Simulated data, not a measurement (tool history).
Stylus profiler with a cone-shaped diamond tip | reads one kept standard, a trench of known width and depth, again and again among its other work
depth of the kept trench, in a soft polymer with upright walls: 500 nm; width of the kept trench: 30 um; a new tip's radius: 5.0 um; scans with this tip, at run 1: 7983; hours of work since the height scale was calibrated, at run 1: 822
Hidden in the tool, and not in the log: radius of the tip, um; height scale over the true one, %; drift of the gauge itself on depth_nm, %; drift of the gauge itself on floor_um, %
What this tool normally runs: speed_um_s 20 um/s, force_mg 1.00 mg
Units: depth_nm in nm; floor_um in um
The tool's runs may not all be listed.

| run | hour | speed_um_s | force_mg | scans with this tip | hours of work since the height scale was calibrated | depth_nm | floor_um |
|---|---|---|---|---|---|---|---|
| 1 | 0.0 | 20 | 1.00 | 7983 | 822 | 505.15 | 24.51 |
| 2 | 24.1 | 20 | 1.00 | 8086 | 833 | 505.09 | 24.48 |
| 3 | 47.4 | 20 | 1.00 | 8185 | 843 | 504.95 | 24.43 |
| 4 | 84.9 | 9 | 1.00 | 8345 | 859 | 505.35 | 24.49 |
| 5 | 130.8 | 9 | 1.00 | 8541 | 880 | 505.04 | 24.47 |
| 6 | 156.5 | 20 | 1.00 | 8650 | 891 | 505.37 | 24.35 |
| 7 | 181.0 | 20 | 0.47 | 8754 | 902 | 503.64 | 24.30 |
| 8 | 205.2 | 20 | 1.00 | 8858 | 912 | 505.20 | 24.33 |
| 9 | 229.3 | 20 | 0.73 | 8960 | 923 | 504.36 | 24.31 |
| 10 | 260.9 | 18 | 1.00 | 9095 | 937 | 505.08 | 24.35 |
| 11 | 304.9 | 20 | 1.00 | 9282 | 956 | 505.22 | 24.33 |
| 12 | 327.1 | 20 | 1.47 | 9377 | 966 | 506.48 | 24.32 |
| 13 | 360.2 | 20 | 1.47 | 9518 | 980 | 506.42 | 24.35 |
| 14 | 389.9 | 20 | 1.47 | 9644 | 993 | 506.37 | 24.33 |
| 15 | 426.2 | 20 | 1.47 | 9799 | 1009 | 506.40 | 24.34 |
| 16 | 478.0 | 20 | 1.00 | 10019 | 1032 | 505.31 | 24.21 |
| 17 | 504.0 | 20 | 0.57 | 10130 | 1043 | 504.09 | 24.20 |
| 18 | 528.3 | 20 | 0.57 | 10233 | 1054 | 504.51 | 24.17 |
| 19 | 569.1 | 5 | 0.57 | 10407 | 1072 | 504.25 | 24.29 |
| 20 | 621.6 | 5 | 0.57 | 10631 | 1095 | 504.43 | 24.31 |
| 21 | 659.8 | 5 | 0.57 | 10794 | 1112 | 504.23 | 24.30 |
| 22 | 712.1 | 20 | 1.00 | 11017 | 1134 | 505.61 | 24.12 |
| 23 | 744.1 | 20 | 1.00 | 11153 | 1149 | 505.48 | 24.20 |
| 24 | 773.0 | 32 | 1.45 | 11276 | 1161 | 506.54 | 24.06 |
| 25 | 813.6 | 20 | 2.05 | 11449 | 1179 | 508.11 | 24.14 |
|  | 820.0 | new tip fitted, height scale calibrated |
| 26 | 844.6 | 14 | 1.38 | 105 | 11 | 505.09 | 25.46 |
| 27 | 884.0 | 45 | 0.92 | 273 | 28 | 503.88 | 25.13 |
| 28 | 918.9 | 41 | 1.87 | 421 | 43 | 506.08 | 25.27 |
| 29 | 950.7 | 47 | 1.00 | 557 | 57 | 503.93 | 25.15 |
| 30 | 984.8 | 25 | 0.35 | 702 | 72 | 501.94 | 25.23 |
| 31 | 1032.2 | 20 | 0.35 | 904 | 93 | 502.25 | 25.22 |
| 32 | 1061.3 | 20 | 1.21 | 1028 | 106 | 504.71 | 25.40 |
| 33 | 1093.9 | 44 | 1.06 | 1167 | 120 | 504.56 | 25.08 |
| 34 | 1125.9 | 7 | 0.47 | 1303 | 134 | 502.62 | 25.41 |
| 35 | 1160.5 | 61 | 1.23 | 1450 | 149 | 504.80 | 24.95 |
| 36 | 1188.9 | 37 | 1.00 | 1572 | 162 | 504.26 | 25.07 |
| 37 | 1221.5 | 29 | 1.00 | 1710 | 176 | 504.16 | 25.12 |
| 38 | 1248.0 | 29 | 1.00 | 1823 | 188 | 504.20 | 25.14 |
| 39 | 1277.8 | 35 | 1.16 | 1950 | 201 | 504.57 | 25.08 |
| 40 | 1308.3 | 14 | 0.38 | 2080 | 214 | 502.66 | 25.15 |
| 41 | 1351.5 | 58 | 0.88 | 2264 | 233 | 503.86 | 24.81 |
| 42 | 1387.7 | 34 | 0.35 | 2418 | 249 | 502.25 | 24.82 |
| 43 | 1435.6 | 31 | 1.09 | 2623 | 270 | 504.44 | 25.02 |
| 44 | 1467.1 | 31 | 1.09 | 2757 | 284 | 504.58 | 25.02 |
| 45 | 1504.7 | 25 | 0.88 | 2917 | 300 | 504.16 | 25.03 |
| 46 | 1551.9 | 28 | 0.75 | 3118 | 321 | 503.74 | 24.96 |

4 options for the next run, each taken on its own from the tool as it stands now. Forecast them:
| A | 1593.8 | 35 | 0.75 | 3296 | 339 | ? | ? |
| B | 1593.8 | 20 | 1.06 | 3296 | 339 | ? | ? |
| C | 1593.8 | 51 | 0.75 | 3296 | 339 | ? | ? |
| D | 1593.8 | 9 | 2.34 | 3296 | 339 | ? | ? |

| run | depth_nm | floor_um |
|---|---|---|
| A | 503.84 | 24.83 |
| B | 504.47 | 25.06 |
| C | 503.82 | 24.62 |
| D | 507.51 | 25.22 |
Stripped of hidden state, with their random variation kept, the same runs would have yielded:
| run | depth_nm | floor_um |
|---|---|---|
| A | 503.15 | 25.25 |
| B | 503.78 | 25.48 |
| C | 503.12 | 25.03 |
| D | 506.81 | 25.63 |
